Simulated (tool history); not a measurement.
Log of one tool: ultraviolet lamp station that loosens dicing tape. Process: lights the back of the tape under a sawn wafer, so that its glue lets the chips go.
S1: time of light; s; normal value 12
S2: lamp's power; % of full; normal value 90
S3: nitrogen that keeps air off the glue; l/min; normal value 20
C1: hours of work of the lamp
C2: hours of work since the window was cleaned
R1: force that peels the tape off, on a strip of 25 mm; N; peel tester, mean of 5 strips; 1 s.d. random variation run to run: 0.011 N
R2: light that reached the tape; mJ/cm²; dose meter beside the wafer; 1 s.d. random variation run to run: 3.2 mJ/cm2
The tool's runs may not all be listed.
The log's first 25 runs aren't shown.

run,hour,S1,S2,S3,C1,C2,R1,R2
# hour 635.7: window cleaned of glue's vapour
26,640.4,18,95,20,77,3,0.297,757
27,660.2,18,95,20,89,15,0.296,743
28,682.3,20,71,14,102,28,0.427,610
29,700.6,20,71,9,113,39,0.507,605
30,730.6,20,83,9,131,57,0.442,693
31,752.5,12,77,20,144,70,0.680,386
32,787.8,12,77,20,165,92,0.687,378
33,803.6,12,77,20,175,101,0.691,372
34,820.7,12,77,20,185,112,0.721,377
35,847.1,12,77,20,201,127,0.715,364
36,881.1,6,70,27,222,148,1.596,163
37,914.4,6,70,27,242,168,1.676,162
38,930.3,6,70,27,251,178,1.618,161
39,955.0,12,65,20,266,192,0.968,292
40,970.7,10,63,20,276,202,1.210,237
41,1001.1,10,63,20,294,220,1.219,232
42,1017.0,10,63,20,304,230,1.295,229
# hour 1038.9: window cleaned of glue's vapour
43,1051.1,10,63,20,324,7,1.146,240

Predict each of these 4 candidate next runs independently; none follows another, all start after run 43:
A,1086.5,12,95,37,345,29,?,?
B,1086.5,14,63,13,345,29,?,?
C,1086.5,10,63,20,345,29,?,?
D,1086.5,9,88,20,345,29,?,?

run,R1,R2
A,0.441,433
B,0.928,337
C,1.164,237
D,0.880,307
Stripped of hidden state, with their random variation kept, the same runs would have yielded:
run,R1,R2
A,0.360,514
B,0.743,400
C,0.953,282
D,0.703,363
